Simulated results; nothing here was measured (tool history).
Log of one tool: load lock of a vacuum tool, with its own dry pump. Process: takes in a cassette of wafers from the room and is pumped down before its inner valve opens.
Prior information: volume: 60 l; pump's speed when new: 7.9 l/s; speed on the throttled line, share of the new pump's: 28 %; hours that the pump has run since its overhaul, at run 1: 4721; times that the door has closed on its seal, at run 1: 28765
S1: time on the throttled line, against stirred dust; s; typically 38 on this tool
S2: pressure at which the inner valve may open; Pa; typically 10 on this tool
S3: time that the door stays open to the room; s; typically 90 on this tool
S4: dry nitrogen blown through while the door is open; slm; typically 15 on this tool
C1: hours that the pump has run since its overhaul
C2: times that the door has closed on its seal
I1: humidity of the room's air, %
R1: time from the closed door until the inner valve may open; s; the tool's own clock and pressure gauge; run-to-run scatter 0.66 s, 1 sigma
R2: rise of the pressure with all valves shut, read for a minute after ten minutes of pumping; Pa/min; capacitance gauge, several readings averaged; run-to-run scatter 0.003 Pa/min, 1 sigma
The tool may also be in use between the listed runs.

{"run": 1, "hour": 0.0, "S1": 38, "S2": 10, "S3": 90, "S4": 15, "C1": 4721, "C2": 28765, "I1": 42.8, "R1": 101.7, "R2": 0.199}
{"run": 2, "hour": 108.3, "S1": 60, "S2": 10, "S3": 90, "S4": 15, "C1": 4829, "C2": 29261, "I1": 46.4, "R1": 118.4, "R2": 0.2}
{"run": 3, "hour": 209.2, "S1": 38, "S2": 10, "S3": 66, "S4": 15, "C1": 4930, "C2": 29723, "I1": 46.5, "R1": 102.4, "R2": 0.196}
{"run": 4, "hour": 346.7, "S1": 38, "S2": 10, "S3": 90, "S4": 31, "C1": 5068, "C2": 30353, "I1": 46.6, "R1": 103.1, "R2": 0.201}
{"run": 5, "hour": 417.3, "S1": 38, "S2": 10, "S3": 38, "S4": 15, "C1": 5138, "C2": 30676, "I1": 40.2, "R1": 102.3, "R2": 0.204}
{"run": 6, "hour": 567.0, "S1": 38, "S2": 10, "S3": 38, "S4": 15, "C1": 5288, "C2": 31362, "I1": 45.4, "R1": 102.8, "R2": 0.221}
{"run": 7, "hour": 638.2, "S1": 38, "S2": 10, "S3": 181, "S4": 15, "C1": 5359, "C2": 31688, "I1": 45.0, "R1": 103.1, "R2": 0.24}
{"run": 8, "hour": 711.2, "S1": 38, "S2": 10, "S3": 181, "S4": 15, "C1": 5432, "C2": 32022, "I1": 41.3, "R1": 102.3, "R2": 0.232}
{"run": 9, "hour": 801.7, "S1": 63, "S2": 10, "S3": 74, "S4": 13, "C1": 5523, "C2": 32437, "I1": 44.8, "R1": 121.3, "R2": 0.233}
{"run": 10, "hour": 886.7, "S1": 38, "S2": 8, "S3": 137, "S4": 12, "C1": 5608, "C2": 32826, "I1": 44.0, "R1": 104.8, "R2": 0.24}
{"run": 11, "hour": 1029.1, "S1": 38, "S2": 16, "S3": 137, "S4": 12, "C1": 5750, "C2": 33479, "I1": 46.2, "R1": 99.1, "R2": 0.247}
{"run": 12, "hour": 1103.5, "S1": 38, "S2": 8, "S3": 137, "S4": 4, "C1": 5825, "C2": 33820, "I1": 43.3, "R1": 105.2, "R2": 0.271}
{"run": 13, "hour": 1229.9, "S1": 38, "S2": 8, "S3": 137, "S4": 4, "C1": 5951, "C2": 34398, "I1": 46.4, "R1": 102.9, "R2": 0.279}
{"run": 14, "hour": 1304.5, "S1": 38, "S2": 8, "S3": 137, "S4": 4, "C1": 6026, "C2": 34740, "I1": 42.8, "R1": 104.4, "R2": 0.268}
{"run": 15, "hour": 1424.2, "S1": 38, "S2": 8, "S3": 137, "S4": 4, "C1": 6145, "C2": 35288, "I1": 47.4, "R1": 106.3, "R2": 0.299}

What if the next run were any one of these 3? Each begins from the tool's condition after run 15:
{"run": "A", "hour": 1496.3, "S1": 40, "S2": 13, "S3": 40, "S4": 15, "C1": 6217, "C2": 35619, "I1": 47.0, "R1": "?", "R2": "?"}
{"run": "B", "hour": 1496.3, "S1": 38, "S2": 15, "S3": 60, "S4": 15, "C1": 6217, "C2": 35619, "I1": 47.3, "R1": "?", "R2": "?"}
{"run": "C", "hour": 1496.3, "S1": 38, "S2": 13, "S3": 137, "S4": 4, "C1": 6217, "C2": 35619, "I1": 43.6, "R1": "?", "R2": "?"}

run=A R1=102.9 R2=0.264
run=B R1=101.5 R2=0.264
run=C R1=100.7 R2=0.293
Stripped of hidden state, with their random variation kept, the same runs would have yielded:
run=A R1=97.3 R2=0.013
run=B R1=96.1 R2=0.012
run=C R1=95.3 R2=0.037
